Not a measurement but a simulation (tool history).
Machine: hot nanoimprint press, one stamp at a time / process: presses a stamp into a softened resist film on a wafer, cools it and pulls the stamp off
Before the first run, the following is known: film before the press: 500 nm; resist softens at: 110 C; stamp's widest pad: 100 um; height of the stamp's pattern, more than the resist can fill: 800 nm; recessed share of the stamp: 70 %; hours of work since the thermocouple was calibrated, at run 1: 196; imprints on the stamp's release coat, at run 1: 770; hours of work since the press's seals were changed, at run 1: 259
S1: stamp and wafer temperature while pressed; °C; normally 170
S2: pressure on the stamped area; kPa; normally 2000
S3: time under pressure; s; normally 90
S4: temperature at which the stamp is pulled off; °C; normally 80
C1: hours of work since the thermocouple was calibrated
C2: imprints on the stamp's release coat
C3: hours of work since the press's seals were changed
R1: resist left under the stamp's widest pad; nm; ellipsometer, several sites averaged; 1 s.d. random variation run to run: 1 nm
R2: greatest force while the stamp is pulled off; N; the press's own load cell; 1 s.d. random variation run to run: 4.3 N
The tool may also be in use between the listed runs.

| run | hour | S1 | S2 | S3 | S4 | C1 | C2 | C3 | R1 | R2 |
|---|---|---|---|---|---|---|---|---|---|---|
| 1 | 0 | 170 | 2000 | 90 | 80 | 196 | 770 | 259 | 229.7 | 313 |
|  | 6.5 | stamp cleaned and given a new release coat |
| 2 | 10.1 | 170 | 2000 | 90 | 80 | 199 | 14 | 263 | 232.6 | 241 |
| 3 | 14.6 | 170 | 2000 | 90 | 80 | 203 | 32 | 266 | 231.7 | 246 |
| 4 | 23.6 | 170 | 1280 | 90 | 80 | 210 | 67 | 273 | 275.1 | 235 |
| 5 | 29.1 | 170 | 2000 | 90 | 80 | 214 | 89 | 277 | 230.8 | 250 |
| 6 | 35.5 | 170 | 2000 | 90 | 80 | 219 | 114 | 282 | 232.5 | 243 |
| 7 | 41.9 | 170 | 1500 | 90 | 80 | 224 | 139 | 287 | 258.1 | 247 |
| 8 | 50.4 | 170 | 1500 | 90 | 80 | 231 | 173 | 294 | 259.4 | 259 |
| 9 | 59.2 | 170 | 2220 | 90 | 80 | 237 | 208 | 301 | 223.9 | 256 |
| 10 | 67.6 | 170 | 2220 | 90 | 80 | 244 | 241 | 307 | 221.8 | 272 |
| 11 | 76.7 | 170 | 2220 | 90 | 80 | 251 | 277 | 314 | 222.7 | 255 |
| 12 | 83 | 170 | 2220 | 90 | 80 | 256 | 302 | 319 | 225.1 | 266 |
| 13 | 87 | 170 | 2220 | 90 | 80 | 259 | 318 | 322 | 223 | 277 |
| 14 | 92.2 | 170 | 2220 | 90 | 80 | 263 | 339 | 326 | 224.6 | 277 |
| 15 | 99.4 | 170 | 2220 | 90 | 80 | 269 | 367 | 332 | 222.3 | 277 |
| 16 | 104.3 | 170 | 2220 | 90 | 80 | 273 | 387 | 336 | 224 | 284 |
| 17 | 109.9 | 170 | 2220 | 116 | 80 | 277 | 409 | 340 | 202.8 | 277 |
| 18 | 119.6 | 170 | 1390 | 49 | 80 | 284 | 447 | 348 | 325.3 | 279 |
| 19 | 129.4 | 162 | 1910 | 90 | 80 | 292 | 486 | 355 | 330.9 | 284 |
| 20 | 133.3 | 168 | 1280 | 98 | 78 | 295 | 501 | 358 | 291.6 | 298 |
| 21 | 137.7 | 168 | 1280 | 98 | 78 | 298 | 518 | 362 | 290 | 301 |
| 22 | 142.5 | 168 | 1280 | 98 | 78 | 302 | 538 | 365 | 292.9 | 305 |

Expected results for the next run?
| 23 | 150.6 | 168 | 1280 | 98 | 78 | 308 | 570 | 372 | ? | ? |

Run 23 produced R1 290.8 nm, R2 318 N.
If the tool had no hidden condition, the same run with the same run-to-run variation would have returned R1 280.7 nm, R2 252 N.
